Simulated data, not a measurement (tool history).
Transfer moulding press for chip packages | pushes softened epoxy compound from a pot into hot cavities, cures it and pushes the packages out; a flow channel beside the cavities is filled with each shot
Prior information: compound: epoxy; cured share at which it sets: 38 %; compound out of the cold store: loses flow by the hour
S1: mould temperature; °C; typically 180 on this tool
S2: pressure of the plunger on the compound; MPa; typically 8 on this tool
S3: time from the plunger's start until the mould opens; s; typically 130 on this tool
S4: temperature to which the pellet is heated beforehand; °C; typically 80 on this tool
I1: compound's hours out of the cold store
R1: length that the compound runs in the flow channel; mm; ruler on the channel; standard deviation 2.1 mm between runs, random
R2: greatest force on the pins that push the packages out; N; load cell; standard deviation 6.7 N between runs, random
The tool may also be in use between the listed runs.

{"run": 1, "hour": 0.0, "S1": 180, "S2": 8, "S3": 130, "S4": 80, "I1": 44.8, "R1": 766, "R2": 267}
{"run": 2, "hour": 6.3, "S1": 180, "S2": 8, "S3": 130, "S4": 74, "I1": 14.8, "R1": 825, "R2": 274}
{"run": 3, "hour": 16.9, "S1": 180, "S2": 8, "S3": 130, "S4": 80, "I1": 37.2, "R1": 782, "R2": 263}
{"run": 4, "hour": 24.0, "S1": 180, "S2": 8, "S3": 130, "S4": 80, "I1": 21.7, "R1": 808, "R2": 264}
{"run": 5, "hour": 33.4, "S1": 180, "S2": 8, "S3": 130, "S4": 80, "I1": 34.2, "R1": 789, "R2": 262}
{"run": 6, "hour": 39.3, "S1": 180, "S2": 8, "S3": 130, "S4": 80, "I1": 21.6, "R1": 809, "R2": 266}
{"run": 7, "hour": 47.4, "S1": 180, "S2": 8, "S3": 130, "S4": 80, "I1": 15.2, "R1": 827, "R2": 257}
{"hour": 57.8, "done": "cavities cleaned with cleaning compound and waxed"}
{"run": 8, "hour": 60.7, "S1": 180, "S2": 8, "S3": 130, "S4": 80, "I1": 13.7, "R1": 825, "R2": 269}
{"run": 9, "hour": 69.9, "S1": 183, "S2": 8, "S3": 130, "S4": 80, "I1": 29, "R1": 787, "R2": 235}
{"run": 10, "hour": 76.8, "S1": 183, "S2": 8, "S3": 130, "S4": 80, "I1": 28.3, "R1": 792, "R2": 233}
{"run": 11, "hour": 82.3, "S1": 183, "S2": 8, "S3": 130, "S4": 80, "I1": 11.6, "R1": 821, "R2": 237}
{"run": 12, "hour": 92.4, "S1": 183, "S2": 8, "S3": 130, "S4": 80, "I1": 35.6, "R1": 772, "R2": 240}
{"run": 13, "hour": 103.0, "S1": 183, "S2": 8, "S3": 114, "S4": 80, "I1": 40.5, "R1": 763, "R2": 281}
{"run": 14, "hour": 115.0, "S1": 183, "S2": 8, "S3": 114, "S4": 80, "I1": 28.4, "R1": 791, "R2": 277}
{"run": 15, "hour": 126.2, "S1": 180, "S2": 8, "S3": 161, "S4": 80, "I1": 45, "R1": 768, "R2": 210}
{"run": 16, "hour": 138.8, "S1": 177, "S2": 8, "S3": 127, "S4": 70, "I1": 36.7, "R1": 798, "R2": 333}
{"run": 17, "hour": 145.0, "S1": 177, "S2": 8.93, "S3": 146, "S4": 80, "I1": 35.6, "R1": 839, "R2": 249}
{"run": 18, "hour": 157.0, "S1": 177, "S2": 8.93, "S3": 146, "S4": 80, "I1": 40.3, "R1": 834, "R2": 253}
{"run": 19, "hour": 168.4, "S1": 177, "S2": 7.6, "S3": 115, "S4": 80, "I1": 17.7, "R1": 808, "R2": 423}
{"hour": 178.5, "done": "cavities cleaned with cleaning compound and waxed"}
{"run": 20, "hour": 178.5, "S1": 174, "S2": 7.64, "S3": 129, "S4": 78, "I1": 18.2, "R1": 819, "R2": 418}
{"run": 21, "hour": 187.2, "S1": 172, "S2": 6.01, "S3": 142, "S4": 83, "I1": 10.9, "R1": 753, "R2": 379}
{"run": 22, "hour": 192.9, "S1": 172, "S2": 6.01, "S3": 142, "S4": 83, "I1": 32.6, "R1": 709, "R2": 367}
{"hour": 197.6, "done": "plunger's sealing rings changed"}
{"run": 23, "hour": 204.4, "S1": 180, "S2": 8.13, "S3": 130, "S4": 89, "I1": 18.2, "R1": 823, "R2": 269}
{"run": 24, "hour": 213.7, "S1": 180, "S2": 8, "S3": 117, "S4": 80, "I1": 40.6, "R1": 779, "R2": 323}
{"run": 25, "hour": 219.1, "S1": 180, "S2": 8, "S3": 117, "S4": 80, "I1": 30.9, "R1": 796, "R2": 316}
{"run": 26, "hour": 226.7, "S1": 182, "S2": 8, "S3": 167, "S4": 87, "I1": 28.4, "R1": 792, "R2": 205}
{"run": 27, "hour": 232.8, "S1": 180, "S2": 8, "S3": 128, "S4": 80, "I1": 32.3, "R1": 793, "R2": 279}
{"run": 28, "hour": 238.7, "S1": 180, "S2": 8, "S3": 128, "S4": 80, "I1": 16.7, "R1": 819, "R2": 278}

Forecast each of these 5 alternatives for the next run:
{"run": "A", "hour": 247.8, "S1": 177, "S2": 8, "S3": 117, "S4": 74, "I1": 33.5, "R1": "?", "R2": "?"}
{"run": "B", "hour": 247.8, "S1": 180, "S2": 6.71, "S3": 128, "S4": 84, "I1": 32.5, "R1": "?", "R2": "?"}
{"run": "C", "hour": 247.8, "S1": 186, "S2": 8, "S3": 124, "S4": 80, "I1": 23.6, "R1": "?", "R2": "?"}
{"run": "D", "hour": 247.8, "S1": 180, "S2": 6.37, "S3": 128, "S4": 80, "I1": 23.6, "R1": "?", "R2": "?"}
{"run": "E", "hour": 247.8, "S1": 175, "S2": 9.06, "S3": 148, "S4": 80, "I1": 40.1, "R1": "?", "R2": "?"}

run=A R1=796 R2=402
run=B R1=724 R2=283
run=C R1=790 R2=222
run=D R1=720 R2=279
run=E R1=845 R2=276
Had the tool no hidden state, the same runs would have come out as:
run=A R1=796 R2=399
run=B R1=724 R2=280
run=C R1=790 R2=220
run=D R1=720 R2=277
run=E R1=846 R2=274
